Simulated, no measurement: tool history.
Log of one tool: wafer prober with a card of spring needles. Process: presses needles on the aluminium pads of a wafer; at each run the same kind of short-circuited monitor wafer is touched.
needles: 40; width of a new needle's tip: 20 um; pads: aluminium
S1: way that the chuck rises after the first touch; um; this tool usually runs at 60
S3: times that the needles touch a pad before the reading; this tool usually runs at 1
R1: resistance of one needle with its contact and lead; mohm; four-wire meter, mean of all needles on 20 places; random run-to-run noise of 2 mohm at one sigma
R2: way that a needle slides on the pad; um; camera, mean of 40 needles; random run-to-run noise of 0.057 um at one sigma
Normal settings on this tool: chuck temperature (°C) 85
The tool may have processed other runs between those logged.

{"run": 1, "hour": 0.0, "S1": 60, "chuck temperature (°C)": 85, "S3": 1, "R1": 240, "R2": 7.71}
{"hour": 19.0, "done": "tips cleaned on abrasive film"}
{"hour": 38.4, "done": "tips cleaned on abrasive film"}
{"run": 2, "hour": 43.0, "S1": 60, "chuck temperature (°C)": 85, "S3": 1, "R1": 311, "R2": 7.55}
{"hour": 55.7, "done": "tips cleaned on abrasive film"}
{"hour": 73.6, "done": "tips cleaned on abrasive film"}
{"run": 3, "hour": 73.6, "S1": 60, "chuck temperature (°C)": 85, "S3": 1, "R1": 239, "R2": 7.48}
{"hour": 90.7, "done": "tips cleaned on abrasive film"}
{"hour": 108.8, "done": "tips cleaned on abrasive film"}
{"run": 4, "hour": 117.0, "S1": 60, "chuck temperature (°C)": 85, "S3": 1, "R1": 358, "R2": 7.56}
{"hour": 126.8, "done": "tips cleaned on abrasive film"}
{"hour": 127.1, "done": "height of the first contact set anew"}
{"hour": 146.6, "done": "tips cleaned on abrasive film"}
{"run": 5, "hour": 146.6, "S1": 60, "chuck temperature (°C)": 85, "S3": 1, "R1": 235, "R2": 8.12}
{"hour": 161.3, "done": "tips cleaned on abrasive film, once more"}
{"hour": 180.5, "done": "tips cleaned on abrasive film"}
{"run": 6, "hour": 192.8, "S1": 48, "chuck temperature (°C)": 85, "S3": 1, "R1": 463, "R2": 6.48}
{"hour": 200.4, "done": "tips cleaned on abrasive film"}
{"hour": 217.5, "done": "tips cleaned on abrasive film"}
{"run": 7, "hour": 230.0, "S1": 60, "chuck temperature (°C)": 49, "S3": 1, "R1": 371, "R2": 8.07}
{"hour": 237.3, "done": "tips cleaned on abrasive film"}
{"hour": 256.5, "done": "tips cleaned on abrasive film"}
{"hour": 273.9, "done": "tips cleaned on abrasive film"}
{"run": 8, "hour": 281.7, "S1": 60, "chuck temperature (°C)": 88, "S3": 1, "R1": 323, "R2": 7.98}
{"hour": 291.2, "done": "tips cleaned on abrasive film"}
{"hour": 310.6, "done": "tips cleaned on abrasive film"}
{"run": 9, "hour": 320.1, "S1": 60, "chuck temperature (°C)": 88, "S3": 1, "R1": 353, "R2": 8.04}
{"hour": 328.7, "done": "tips cleaned on abrasive film"}
{"hour": 346.7, "done": "tips cleaned on abrasive film"}
{"hour": 365.7, "done": "tips cleaned on abrasive film"}
{"run": 10, "hour": 373.9, "S1": 60, "chuck temperature (°C)": 88, "S3": 1, "R1": 346, "R2": 7.94}
{"hour": 383.6, "done": "tips cleaned on abrasive film"}
{"run": 11, "hour": 399.6, "S1": 45, "chuck temperature (°C)": 85, "S3": 1, "R1": 539, "R2": 5.92}
{"hour": 401.9, "done": "tips cleaned on abrasive film"}
{"hour": 422.9, "done": "tips cleaned on abrasive film"}
{"hour": 442.9, "done": "tips cleaned on abrasive film"}
{"run": 12, "hour": 444.8, "S1": 45, "chuck temperature (°C)": 85, "S3": 1, "R1": 306, "R2": 5.94}
{"hour": 460.2, "done": "tips cleaned on abrasive film"}
{"hour": 479.2, "done": "tips cleaned on abrasive film"}
{"hour": 496.4, "done": "tips cleaned on abrasive film"}
{"run": 13, "hour": 497.1, "S1": 60, "chuck temperature (°C)": 85, "S3": 1, "R1": 243, "R2": 7.89}
{"hour": 516.2, "done": "tips cleaned on abrasive film"}
{"hour": 534.2, "done": "tips cleaned on abrasive film"}
{"run": 14, "hour": 537.3, "S1": 60, "chuck temperature (°C)": 85, "S3": 1, "R1": 296, "R2": 7.87}
{"hour": 554.7, "done": "tips cleaned on abrasive film"}
{"run": 15, "hour": 567.6, "S1": 60, "chuck temperature (°C)": 85, "S3": 3, "R1": 282, "R2": 7.85}
{"hour": 574.7, "done": "tips cleaned on abrasive film"}
{"hour": 593.6, "done": "tips cleaned on abrasive film"}
{"run": 16, "hour": 598.7, "S1": 60, "chuck temperature (°C)": 85, "S3": 3, "R1": 259, "R2": 7.79}
{"hour": 613.9, "done": "tips cleaned on abrasive film"}
{"hour": 633.4, "done": "tips cleaned on abrasive film"}
{"hour": 653.6, "done": "tips cleaned on abrasive film"}
{"run": 17, "hour": 653.6, "S1": 60, "chuck temperature (°C)": 65, "S3": 1, "R1": 245, "R2": 7.72}
{"hour": 672.0, "done": "tips cleaned on abrasive film"}
{"hour": 690.5, "done": "tips cleaned on abrasive film"}
{"run": 18, "hour": 696.4, "S1": 60, "chuck temperature (°C)": 65, "S3": 1, "R1": 324, "R2": 7.89}
{"hour": 708.0, "done": "tips cleaned on abrasive film"}
{"hour": 728.5, "done": "tips cleaned on abrasive film"}
{"run": 19, "hour": 740.7, "S1": 54, "chuck temperature (°C)": 34, "S3": 1, "R1": 440, "R2": 6.87}
{"hour": 748.3, "done": "tips cleaned on abrasive film"}
{"hour": 769.2, "done": "tips cleaned on abrasive film"}
{"hour": 786.5, "done": "tips cleaned on abrasive film"}
{"run": 20, "hour": 787.0, "S1": 54, "chuck temperature (°C)": 87, "S3": 2, "R1": 247, "R2": 6.98}
{"hour": 804.0, "done": "tips cleaned on abrasive film"}
{"run": 21, "hour": 817.1, "S1": 73, "chuck temperature (°C)": 46, "S3": 1, "R1": 340, "R2": 9.4}
{"hour": 821.4, "done": "tips cleaned on abrasive film"}
{"hour": 839.9, "done": "tips cleaned on abrasive film"}
{"run": 22, "hour": 842.9, "S1": 80, "chuck temperature (°C)": 101, "S3": 3, "R1": 230, "R2": 10.35}
{"hour": 857.8, "done": "tips cleaned on abrasive film"}
{"run": 23, "hour": 869.0, "S1": 80, "chuck temperature (°C)": 101, "S3": 3, "R1": 255, "R2": 10.32}
{"hour": 876.8, "done": "tips cleaned on abrasive film"}
{"hour": 894.8, "done": "tips cleaned on abrasive film"}
{"hour": 914.3, "done": "tips cleaned on abrasive film"}
{"run": 24, "hour": 923.0, "S1": 80, "chuck temperature (°C)": 101, "S3": 3, "R1": 246, "R2": 10.38}
{"hour": 931.6, "done": "tips cleaned on abrasive film"}
{"hour": 951.1, "done": "tips cleaned on abrasive film"}
{"hour": 969.5, "done": "tips cleaned on abrasive film"}
{"run": 25, "hour": 972.5, "S1": 54, "chuck temperature (°C)": 47, "S3": 1, "R1": 299, "R2": 6.84}
{"hour": 988.5, "done": "tips cleaned on abrasive film"}
{"hour": 1008.3, "done": "tips cleaned on abrasive film"}
{"run": 26, "hour": 1019.9, "S1": 69, "chuck temperature (°C)": 26, "S3": 2, "R1": 287, "R2": 8.89}
{"hour": 1027.9, "done": "tips cleaned on abrasive film"}
{"run": 27, "hour": 1042.1, "S1": 54, "chuck temperature (°C)": 73, "S3": 3, "R1": 323, "R2": 6.77}
{"hour": 1047.7, "done": "tips cleaned on abrasive film"}
{"hour": 1066.9, "done": "tips cleaned on abrasive film"}
{"run": 28, "hour": 1067.0, "S1": 54, "chuck temperature (°C)": 73, "S3": 3, "R1": 230, "R2": 6.72}
{"hour": 1074.2, "done": "height of the first contact set anew"}
{"hour": 1085.3, "done": "tips cleaned on abrasive film"}
{"run": 29, "hour": 1095.5, "S1": 48, "chuck temperature (°C)": 74, "S3": 1, "R1": 445, "R2": 6.39}

Each row is a separate what-if for the run after 29, all from the same tool condition, not one after another. Results?
{"hour": 1105.0, "done": "tips cleaned on abrasive film"}
{"hour": 1123.0, "done": "tips cleaned on abrasive film"}
{"run": "A", "hour": 1130.6, "S1": 53, "chuck temperature (°C)": 34, "S3": 1, "R1": "?", "R2": "?"}
{"hour": 1105.0, "done": "tips cleaned on abrasive film"}
{"hour": 1123.0, "done": "tips cleaned on abrasive film"}
{"run": "B", "hour": 1130.6, "S1": 60, "chuck temperature (°C)": 29, "S3": 2, "R1": "?", "R2": "?"}
{"hour": 1105.0, "done": "tips cleaned on abrasive film"}
{"hour": 1123.0, "done": "tips cleaned on abrasive film"}
{"run": "C", "hour": 1130.6, "S1": 48, "chuck temperature (°C)": 74, "S3": 3, "R1": "?", "R2": "?"}

run=A R1=371 R2=7.12
run=B R1=283 R2=8.12
run=C R1=291 R2=6.42
Had the tool no hidden state, the same runs would have come out as:
run=A R1=210 R2=7.16
run=B R1=204 R2=8.15
run=C R1=222 R2=6.45
